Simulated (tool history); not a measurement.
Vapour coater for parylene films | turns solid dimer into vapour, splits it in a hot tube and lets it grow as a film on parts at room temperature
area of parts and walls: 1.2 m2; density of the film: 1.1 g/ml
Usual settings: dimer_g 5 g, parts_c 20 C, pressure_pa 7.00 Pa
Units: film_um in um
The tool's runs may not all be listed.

| run | hour | dimer_g | parts_c | pressure_pa | film_um |
|---|---|---|---|---|---|
| 1 | 0.0 | 5 | 20 | 7.00 | 1.92 |
| 2 | 56.9 | 5 | 20 | 7.00 | 1.88 |
| 3 | 120.8 | 5 | 20 | 7.00 | 1.82 |
| 4 | 179.5 | 5 | 24 | 7.00 | 1.64 |
| 5 | 216.8 | 5 | 24 | 4.46 | 1.70 |
|  | 243.4 | trap's valve overhauled |
| 6 | 266.1 | 2 | 20 | 7.00 | 0.77 |
| 7 | 321.4 | 2 | 20 | 7.00 | 0.78 |
| 8 | 360.2 | 2 | 28 | 7.00 | 0.65 |
| 9 | 404.4 | 2 | 19 | 7.00 | 0.77 |
|  | 409.0 | table's thermometer calibrated |
| 10 | 456.2 | 2 | 16 | 2.53 | 0.90 |
| 11 | 526.2 | 3 | 23 | 8.31 | 0.99 |
| 12 | 589.1 | 3 | 23 | 8.31 | 0.98 |
|  | 601.7 | trap's valve overhauled |
|  | 618.1 | table's thermometer calibrated, once more |
| 13 | 629.3 | 3 | 23 | 8.31 | 1.10 |
| 14 | 663.5 | 7 | 20 | 2.17 | 3.11 |
| 15 | 731.6 | 7 | 20 | 2.17 | 3.06 |
| 16 | 799.7 | 3 | 23 | 6.25 | 1.08 |

The next listed run, before its measurement:
| 17 | 844.4 | 3 | 23 | 6.25 | ? |

film_um: 1.05 um
Without the tool's hidden state the same run would have given film_um 1.14 um.

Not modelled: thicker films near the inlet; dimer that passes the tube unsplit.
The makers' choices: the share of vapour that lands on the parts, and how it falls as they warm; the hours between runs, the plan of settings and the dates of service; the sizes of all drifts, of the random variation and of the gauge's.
